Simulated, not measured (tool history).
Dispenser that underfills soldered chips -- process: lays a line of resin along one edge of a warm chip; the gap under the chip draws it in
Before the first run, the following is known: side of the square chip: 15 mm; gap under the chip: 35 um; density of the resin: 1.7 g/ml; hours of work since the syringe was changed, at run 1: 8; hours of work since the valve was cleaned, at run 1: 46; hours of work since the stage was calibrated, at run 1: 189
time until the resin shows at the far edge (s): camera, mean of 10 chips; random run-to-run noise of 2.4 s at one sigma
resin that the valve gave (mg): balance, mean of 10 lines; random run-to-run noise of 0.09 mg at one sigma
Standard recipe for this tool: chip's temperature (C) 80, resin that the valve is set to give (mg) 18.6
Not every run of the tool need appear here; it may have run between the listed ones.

run	hour	chip's temperature (C)	resin that the valve is set to give (mg)	hours of work since the syringe was changed	hours of work since the valve was cleaned	hours of work since the stage was calibrated	time until the resin shows at the far edge (s)	resin that the valve gave (mg)
1	0.0	80	18.6	8	46	189	462.1	18.03
# hour 5.1: new syringe of resin
2	10.5	80	18.6	3	52	195	309.2	18.03
3	19.1	80	18.6	9	57	200	459.2	17.93
# hour 24.1: new syringe of resin
4	25.6	80	18.6	1	61	204	257.6	17.99
5	36.5	80	18.6	8	68	211	431.6	17.97
6	42.2	80	18.6	11	71	214	567.4	17.82
# hour 43.4: new syringe of resin
7	51.9	81	17.3	5	77	220	351.8	16.36
8	60.0	88	22.2	10	82	225	350.2	21.12
# hour 62.6: new syringe of resin
9	66.9	73	23.9	3	86	229	391.8	22.87
10	76.6	80	18.9	9	92	235	459.4	17.92
# hour 82.5: new syringe of resin
11	87.7	94	23.5	3	99	242	147.9	22.27
12	93.3	74	22.1	7	102	245	533.3	20.83

Take each entry between the runs: how does the hidden state at the last listed run before it differ from the hidden state at the first listed run after it?
Between runs 1 and 2: new syringe of resin (hour 5.1)
  resin's viscosity, % of fresh resin's: 196.1 -> 129.9; dose that the valve gives, % of what is set: 97.4 -> 97.05; true chip temperature over the reading, C: 0.23 -> 0.25
  what was measured, less what the result would be without the hidden state, time until the resin shows at the far edge (s): +225.0 -> +69.8; resin that the valve gave (mg): -0.48 -> -0.55
Between runs 3 and 4: new syringe of resin (hour 24.1)
  resin's viscosity, % of fresh resin's: 197.7 -> 108.7; dose that the valve gives, % of what is set: 96.72 -> 96.51; true chip temperature over the reading, C: 0.26 -> 0.27
  what was measured, less what the result would be without the hidden state, time until the resin shows at the far edge (s): +225.6 -> +19.5; resin that the valve gave (mg): -0.61 -> -0.65
Between runs 6 and 7: new syringe of resin (hour 43.4)
  resin's viscosity, % of fresh resin's: 244.4 -> 153.4; dose that the valve gives, % of what is set: 95.91 -> 95.56; true chip temperature over the reading, C: 0.29 -> 0.31
  what was measured, less what the result would be without the hidden state, time until the resin shows at the far edge (s): +334.6 -> +122.3; resin that the valve gave (mg): -0.76 -> -0.76
Between runs 8 and 9: new syringe of resin (hour 62.6)
  resin's viscosity, % of fresh resin's: 228.7 -> 122.9; dose that the valve gives, % of what is set: 95.28 -> 95.03; true chip temperature over the reading, C: 0.32 -> 0.33
  what was measured, less what the result would be without the hidden state, time until the resin shows at the far edge (s): +195.2 -> +68.6; resin that the valve gave (mg): -1.04 -> -1.19
Between runs 10 and 11: new syringe of resin (hour 82.5)
  resin's viscosity, % of fresh resin's: 197.4 -> 130.7; dose that the valve gives, % of what is set: 94.67 -> 94.27; true chip temperature over the reading, C: 0.34 -> 0.36
  what was measured, less what the result would be without the hidden state, time until the resin shows at the far edge (s): +225.5 -> +33.2; resin that the valve gave (mg): -1.01 -> -1.35
